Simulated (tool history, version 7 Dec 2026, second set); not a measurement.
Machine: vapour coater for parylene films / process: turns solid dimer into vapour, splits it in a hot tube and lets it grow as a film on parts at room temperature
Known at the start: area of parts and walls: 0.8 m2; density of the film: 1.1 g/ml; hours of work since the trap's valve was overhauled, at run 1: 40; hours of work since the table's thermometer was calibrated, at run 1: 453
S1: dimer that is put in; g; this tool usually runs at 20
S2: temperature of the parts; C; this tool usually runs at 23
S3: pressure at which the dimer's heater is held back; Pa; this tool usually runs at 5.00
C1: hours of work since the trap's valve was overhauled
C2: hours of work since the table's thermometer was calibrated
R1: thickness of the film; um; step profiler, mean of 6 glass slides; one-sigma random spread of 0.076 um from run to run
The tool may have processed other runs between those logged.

run,hour,S1,S2,S3,C1,C2,R1
1,0.0,20,23,5.00,40,453,12.69
2,21.2,20,23,5.00,49,462,12.59
3,37.8,20,23,2.03,57,470,13.27
4,54.8,20,23,2.03,64,477,13.22
5,79.7,20,23,2.03,75,488,13.28
6,92.6,20,23,2.03,81,494,13.47
7,116.2,20,23,2.03,91,504,13.11
8,130.4,11,23,5.00,98,511,6.93
9,151.4,20,23,6.47,107,520,12.27
10,176.3,20,23,6.47,118,531,12.25
11,188.6,20,23,5.00,123,536,12.42
12,209.4,20,23,5.00,133,546,12.51
13,229.3,20,23,5.00,141,554,12.51
14,252.5,20,23,5.00,152,565,12.44
15,273.7,20,15,8.82,161,574,15.81
16,289.8,28,18,9.06,168,581,19.75
17,310.7,28,18,9.06,177,590,19.93
18,327.7,28,18,9.06,185,598,19.84
19,345.8,28,18,9.06,193,606,19.78
20,357.7,9,23,5.00,198,611,5.60
21,371.7,8,22,4.13,204,617,5.25

Run 22 is up next; what results do you expect?
22,383.4,15,32,11.61,210,622,?

Run 22 gave R1 6.58 um.
The same run, on a tool lacking any hidden state, would have yielded R1 6.60 um.
